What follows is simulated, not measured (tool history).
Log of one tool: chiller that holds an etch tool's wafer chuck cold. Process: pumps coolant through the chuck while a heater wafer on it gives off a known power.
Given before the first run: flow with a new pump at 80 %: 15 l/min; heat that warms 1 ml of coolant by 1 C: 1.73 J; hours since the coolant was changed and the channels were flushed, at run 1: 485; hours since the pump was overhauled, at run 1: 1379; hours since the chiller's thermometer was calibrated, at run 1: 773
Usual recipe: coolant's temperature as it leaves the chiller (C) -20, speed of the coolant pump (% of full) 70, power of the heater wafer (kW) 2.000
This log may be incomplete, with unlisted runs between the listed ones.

run    hour  coolant's temperature as it leaves the chiller (C)  speed of the coolant pump (% of full)  power of the heater wafer (kW)  hours since the coolant was changed and the channels were flushed  hours since the pump was overhauled  hours since the chiller's thermometer was calibrated  chuck's temperature once it has settled (C)  how much warmer the coolant comes back (C)
  1     0.0                                                 -20                                     70                           2.000                                                                485                                 1379                                                   773                                         -3.9                                        5.33
  2   118.1                                                 -20                                     70                           1.238                                                                603                                 1497                                                   891                                         -9.8                                        3.25
  3   227.7                                                 -20                                     83                           2.000                                                                713                                 1607                                                  1000                                         -4.9                                        4.49
  4   324.3                                                 -20                                     83                           2.000                                                                809                                 1703                                                  1097                                         -5.0                                        4.49
  5   412.9                                                 -20                                     83                           2.000                                                                898                                 1792                                                  1185                                         -5.0                                        4.48
  6   472.4                                                 -20                                     70                           2.772                                                                957                                 1851                                                  1245                                          2.9                                        7.46
  7   591.4                                                 -23                                     70                           2.000                                                               1076                                 1970                                                  1364                                         -6.4                                        5.38
  8   678.1                                                 -23                                     70                           2.000                                                               1163                                 2057                                                  1451                                         -6.5                                        5.44
  9   784.5                                                 -23                                     70                           2.000                                                               1269                                 2164                                                  1557                                         -6.2                                        5.45
 10   911.8                                                 -23                                     70                           2.000                                                               1397                                 2291                                                  1684                                         -6.5                                        5.41
 11  1036.3                                                 -20                                     71                           2.000                                                               1521                                 2415                                                  1809                                         -3.3                                        5.34
 12  1126.2                                                 -10                                     71                           2.000                                                               1611                                 2505                                                  1899                                          7.0                                        5.35
 13  1179.2                                                 -19                                     74                           2.000                                                               1664                                 2558                                                  1952                                         -2.7                                        5.14
 14  1268.8                                                 -20                                     86                           2.000                                                               1754                                 2648                                                  2041                                         -4.8                                        4.34
 15  1352.9                                                 -20                                     71                           2.000                                                               1838                                 2732                                                  2125                                         -3.2                                        5.39
 16  1426.1                                                 -27                                     71                           2.000                                                               1911                                 2805                                                  2199                                        -10.0                                        5.36
 17  1531.0                                                 -27                                     71                           2.000                                                               2016                                 2910                                                  2304                                        -10.1                                        5.45
 18  1615.2                                                 -20                                     93                           2.000                                                               2100                                 2994                                                  2388                                         -5.4                                        4.05
 19  1738.6                                                 -20                                     93                           2.000                                                               2223                                 3118                                                  2511                                         -5.3                                        4.10
 20  1852.4                                                 -17                                     87                           2.777                                                               2337                                 3232                                                  2625                                          4.3                                        6.02
 21  1925.9                                                 -23                                     67                           1.561                                                               2411                                 3305                                                  2698                                         -9.1                                        4.51
 22  2020.7                                                 -26                                     67                           1.945                                                               2506                                 3400                                                  2793                                         -8.7                                        5.62
 23  2117.8                                                 -19                                     67                           2.444                                                               2603                                 3497                                                  2890                                          2.8                                        7.07

Alternative continuations, all from the tool just after run 23; predict every row:
  A  2228.7                                                 -19                                     82                           2.444                                                               2713                                 3608                                                  3001                                            ?                                           ?
  B  2228.7                                                 -27                                     96                           2.334                                                               2713                                 3608                                                  3001                                            ?                                           ?
  C  2228.7                                                 -25                                     67                           1.953                                                               2713                                 3608                                                  3001                                            ?                                           ?

run  chuck's temperature once it has settled (C)  how much warmer the coolant comes back (C)
  A                                          0.6                                        5.79
  B                                         -9.6                                        4.63
  C                                         -7.4                                        5.68
Without the tool's unlogged condition, the same runs would have read:
run  chuck's temperature once it has settled (C)  how much warmer the coolant comes back (C)
  A                                         -1.1                                        5.55
  B                                        -11.1                                        4.43
  C                                         -8.9                                        5.44
